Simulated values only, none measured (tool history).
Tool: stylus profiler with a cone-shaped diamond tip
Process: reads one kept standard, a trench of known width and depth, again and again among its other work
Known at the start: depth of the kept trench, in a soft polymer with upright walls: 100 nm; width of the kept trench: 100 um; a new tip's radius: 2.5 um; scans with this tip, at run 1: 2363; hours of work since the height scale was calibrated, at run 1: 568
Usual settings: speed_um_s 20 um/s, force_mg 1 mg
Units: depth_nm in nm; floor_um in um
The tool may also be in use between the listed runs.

run     day  speed_um_s  force_mg  scans with this tip  hours of work since the height scale was calibrated  depth_nm  floor_um
  1       0          20         1                 2363                                                  568    100.91     98.39
  2   1.312          20         1                 2427                                                  584    100.99     98.44
  3   2.629          20         1                 2491                                                  599     100.8     98.42
  4   3.692          20         1                 2542                                                  612    101.06     98.41
  5   4.842          20         1                 2598                                                  625    100.92     98.41
  6   5.758          20         1                 2643                                                  636     100.8     98.39
  7   7.117          20         1                 2709                                                  652    101.04     98.37
  8   8.004          11      1.03                 2752                                                  662    100.77     98.45
  9   8.825           9      2.49                 2792                                                  672    101.47     98.42
 10   9.667           9      1.98                 2833                                                  682    101.21     98.42
 11  10.633          10      1.78                 2880                                                  693    101.29     98.38
 12  11.571           8      0.81                 2926                                                  704    100.84     98.43

Forecast each of these 5 alternatives for the next run:
  A  12.392          10      0.47                 2966                                                  713         ?         ?
  B  12.392           8      0.61                 2966                                                  713         ?         ?
  C  12.392          32      1.35                 2966                                                  713         ?         ?
  D  12.392          17       0.7                 2966                                                  713         ?         ?
  E  12.392           8      2.69                 2966                                                  713         ?         ?

run  depth_nm  floor_um
  A    100.81     98.42
  B    100.84     98.45
  C    100.87     98.33
  D    100.63     98.38
  E    101.47     98.45
Without the tool's hidden state the same runs would have given:
run  depth_nm  floor_um
  A     100.5     98.57
  B    100.53     98.59
  C    100.56     98.48
  D    100.32     98.52
  E    101.15      98.6
